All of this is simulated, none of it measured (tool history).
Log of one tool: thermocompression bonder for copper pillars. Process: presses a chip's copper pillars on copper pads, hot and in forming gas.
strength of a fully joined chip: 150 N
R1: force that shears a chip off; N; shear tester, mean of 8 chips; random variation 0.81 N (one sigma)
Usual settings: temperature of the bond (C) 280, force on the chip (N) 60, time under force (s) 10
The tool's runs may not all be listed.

Run 1, hour 0.0: usual settings. Result: R1 67.8 N.
Run 2, hour 8.2: usual settings. Result: R1 67.8 N.
Run 3, hour 20.9: usual settings but force on the chip (N) 76. Result: R1 84.7 N.
Run 4, hour 27.6: usual settings but temperature of the bond (C) 284. Result: R1 71.2 N.
Run 5, hour 39.8: usual settings but temperature of the bond (C) 284. Result: R1 71.3 N.
Run 6, hour 50.9: usual settings but temperature of the bond (C) 284. Result: R1 71.7 N.
Run 7, hour 64.6: usual settings but temperature of the bond (C) 284. Result: R1 69.5 N.
Run 8, hour 76.2: usual settings but temperature of the bond (C) 284. Result: R1 69.9 N.
Run 9, hour 83.4: usual settings but force on the chip (N) 58. Result: R1 64.6 N.
Run 10, hour 89.5: usual settings but force on the chip (N) 58. Result: R1 64.7 N.
Run 11, hour 98.6: usual settings but force on the chip (N) 58. Result: R1 66.4 N.
Run 12, hour 109.5: usual settings. Result: R1 67.2 N.
Run 13, hour 118.9: usual settings. Result: R1 67.9 N.
Run 14, hour 128.8: usual settings. Result: R1 66.8 N.
Run 15, hour 138.3: usual settings. Result: R1 67.9 N.
Run 16, hour 152.4: usual settings. Result: R1 66.7 N.
Run 17, hour 159.5: usual settings. Result: R1 67.1 N.
Run 18, hour 166.2: usual settings but time under force (s) 15. Result: R1 77.0 N.
Run 19, hour 175.1: usual settings but time under force (s) 23. Result: R1 88.6 N.
Run 20, hour 188.9: usual settings but time under force (s) 23. Result: R1 90.2 N.
Run 21, hour 196.5: usual settings but temperature of the bond (C) 303, time under force (s) 19. Result: R1 105.3 N.
Run 22, hour 206.9: usual settings but temperature of the bond (C) 303, time under force (s) 19. Result: R1 103.7 N.
Run 23, hour 215.0: usual settings but temperature of the bond (C) 283. Result: R1 70.7 N.
Run 24, hour 227.8: usual settings but temperature of the bond (C) 263, force on the chip (N) 61, time under force (s) 19. Result: R1 71.6 N.
Run 25, hour 238.8: usual settings but temperature of the bond (C) 251, force on the chip (N) 61, time under force (s) 27. Result: R1 68.2 N.
Run 26, hour 249.0: usual settings but temperature of the bond (C) 288, force on the chip (N) 41. Result: R1 49.7 N.
Run 27, hour 257.3: usual settings but temperature of the bond (C) 288, force on the chip (N) 41. Result: R1 48.8 N.
Run 28, hour 265.7: usual settings but temperature of the bond (C) 288, force on the chip (N) 38, time under force (s) 11. Result: R1 45.6 N.
Run 29, hour 272.9: usual settings but temperature of the bond (C) 288, force on the chip (N) 38, time under force (s) 11. Result: R1 47.3 N.
Run 30, hour 285.8: usual settings but temperature of the bond (C) 256, force on the chip (N) 56. Result: R1 46.9 N.
Run 31, hour 292.5: usual settings but temperature of the bond (C) 271, force on the chip (N) 49, time under force (s) 23. Result: R1 64.9 N.
Run 32, hour 303.9: usual settings but temperature of the bond (C) 271, force on the chip (N) 49, time under force (s) 23. Result: R1 66.3 N.
Run 33, hour 310.0: usual settings but temperature of the bond (C) 299, force on the chip (N) 39, time under force (s) 11. Result: R1 55.5 N.
Run 34, hour 323.0: usual settings but temperature of the bond (C) 295, force on the chip (N) 40, time under force (s) 24. Result: R1 72.5 N.
Run 35, hour 332.7: usual settings but temperature of the bond (C) 295, force on the chip (N) 40, time under force (s) 24. Result: R1 74.0 N.
Run 36, hour 340.8: usual settings but temperature of the bond (C) 295, force on the chip (N) 40, time under force (s) 24. Result: R1 73.2 N.
Run 37, hour 348.5: usual settings but temperature of the bond (C) 265, force on the chip (N) 54, time under force (s) 24. Result: R1 69.6 N.
Run 38, hour 359.9: usual settings but temperature of the bond (C) 268, force on the chip (N) 57, time under force (s) 12. Result: R1 58.3 N.
Run 39, hour 370.6: usual settings but temperature of the bond (C) 269, time under force (s) 25. Result: R1 81.8 N.

Taken out of this log: 2 entries between the listed runs. Where each belongs, and how the hidden state differs across it:
Between runs 6 and 7: heater calibrated with a thermocouple chip (hour 64.6)
  true temperature of the bond over the reading, C: 0.4 -> 0; oxide that the forming gas leaves, % of the face: 0.63 -> 0.64
Between runs 19 and 20: forming gas filter changed (hour 187.1)
  oxide that the forming gas leaves, % of the face: 0.73 -> 0.5
